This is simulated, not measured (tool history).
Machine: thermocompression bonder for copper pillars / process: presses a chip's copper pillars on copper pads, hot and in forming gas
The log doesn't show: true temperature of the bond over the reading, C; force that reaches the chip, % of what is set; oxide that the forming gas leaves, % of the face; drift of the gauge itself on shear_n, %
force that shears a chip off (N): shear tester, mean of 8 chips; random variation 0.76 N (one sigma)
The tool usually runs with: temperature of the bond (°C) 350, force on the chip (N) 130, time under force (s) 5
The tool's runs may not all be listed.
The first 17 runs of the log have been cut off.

run	hour	temperature of the bond (°C)	force on the chip (N)	time under force (s)	hours of work since the heater was calibrated	hours of work since the force cell was calibrated	hours of work since the gas filter was changed	force that shears a chip off (N)
18	609.3	350	130	5	139	736	239	76.8
19	648.6	350	130	5	158	754	257	78.3
20	689.9	350	130	5	177	773	277	75.6
21	738.2	342	113	5	199	795	299	63.6
22	791.3	351	86	4	224	820	323	46.1
# hour 795.2: forming gas filter changed
23	819.2	355	118	9	236	832	11	93.4
24	865.4	371	130	5	258	854	32	90.8
25	888	346	130	5	268	864	43	80.5
26	917.2	346	110	9	282	878	56	82.3
27	948.9	358	169	5	296	892	71	101.4
28	988	363	153	12	314	910	89	117.4
29	1016.7	370	113	5	328	924	102	79.6
30	1054.8	363	129	10	345	941	120	102.5
31	1095.2	363	129	9	364	960	139	98.7
32	1122	363	129	9	376	972	151	98.9
33	1155.8	352	132	7	392	988	167	89.5
34	1196.6	360	144	6	411	1007	186	94.2
35	1230.6	345	130	11	426	1023	201	95.8
36	1272.5	345	130	11	446	1042	221	95.2
37	1300.1	367	189	6	458	1055	233	111
38	1325	350	130	9	470	1066	245	91.5
39	1362.1	323	130	7	487	1083	262	70.3
40	1402.3	349	104	7	506	1102	281	69.7

Branching from run 40: 3 alternative next runs. What would each branch give?
A	1452.9	323	104	6	529	1125	304	?
B	1452.9	358	105	3	529	1125	304	?
C	1452.9	356	81	3	529	1125	304	?

run	force that shears a chip off (N)
A	52.5
B	54.1
C	40.7
Stripped of hidden state, with their random variation kept, the same runs would have yielded:
run	force that shears a chip off (N)
A	57.1
B	58.7
C	44.1
